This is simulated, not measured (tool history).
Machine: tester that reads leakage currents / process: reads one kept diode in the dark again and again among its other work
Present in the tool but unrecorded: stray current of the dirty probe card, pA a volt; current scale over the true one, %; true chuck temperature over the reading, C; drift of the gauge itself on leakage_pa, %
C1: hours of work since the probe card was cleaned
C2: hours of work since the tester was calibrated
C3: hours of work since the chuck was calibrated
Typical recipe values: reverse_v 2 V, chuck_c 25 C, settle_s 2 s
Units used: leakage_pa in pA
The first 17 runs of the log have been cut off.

run 18 hour=1149.8 | reverse_v=11.27 chuck_c=23 settle_s=0.6 | C1=1445 C2=116 C3=283 | leakage_pa=199.81
run 19 hour=1228.9 | reverse_v=9.58 chuck_c=25 settle_s=2 | C1=1493 C2=164 C3=331 | leakage_pa=219.15
run 20 hour=1281.3 | reverse_v=9.58 chuck_c=25 settle_s=2 | C1=1525 C2=196 C3=363 | leakage_pa=222.44
-- hour=1298.9 tester calibrated, once more
run 21 hour=1367.9 | reverse_v=9.58 chuck_c=25 settle_s=2 | C1=1576 C2=42 C3=414 | leakage_pa=224.68
run 22 hour=1449.2 | reverse_v=16.74 chuck_c=45 settle_s=1.38 | C1=1625 C2=91 C3=463 | leakage_pa=1631
run 23 hour=1500.2 | reverse_v=16.74 chuck_c=45 settle_s=1.38 | C1=1656 C2=122 C3=494 | leakage_pa=1641.23
run 24 hour=1538 | reverse_v=16.74 chuck_c=45 settle_s=1.38 | C1=1679 C2=145 C3=517 | leakage_pa=1638.23
run 25 hour=1601.2 | reverse_v=16.74 chuck_c=45 settle_s=1.38 | C1=1717 C2=183 C3=555 | leakage_pa=1639.64

Estimate the outcome of run 26 from the log above:
run 26 hour=1654.8 | reverse_v=16.74 chuck_c=45 settle_s=1.38 | C1=1749 C2=215 C3=587 | leakage_pa=?

Run 26 produced leakage_pa 1634.15 pA.
Were there no unlogged condition in the tool, this run, its random variation unchanged, would have produced leakage_pa 1548.82 pA.

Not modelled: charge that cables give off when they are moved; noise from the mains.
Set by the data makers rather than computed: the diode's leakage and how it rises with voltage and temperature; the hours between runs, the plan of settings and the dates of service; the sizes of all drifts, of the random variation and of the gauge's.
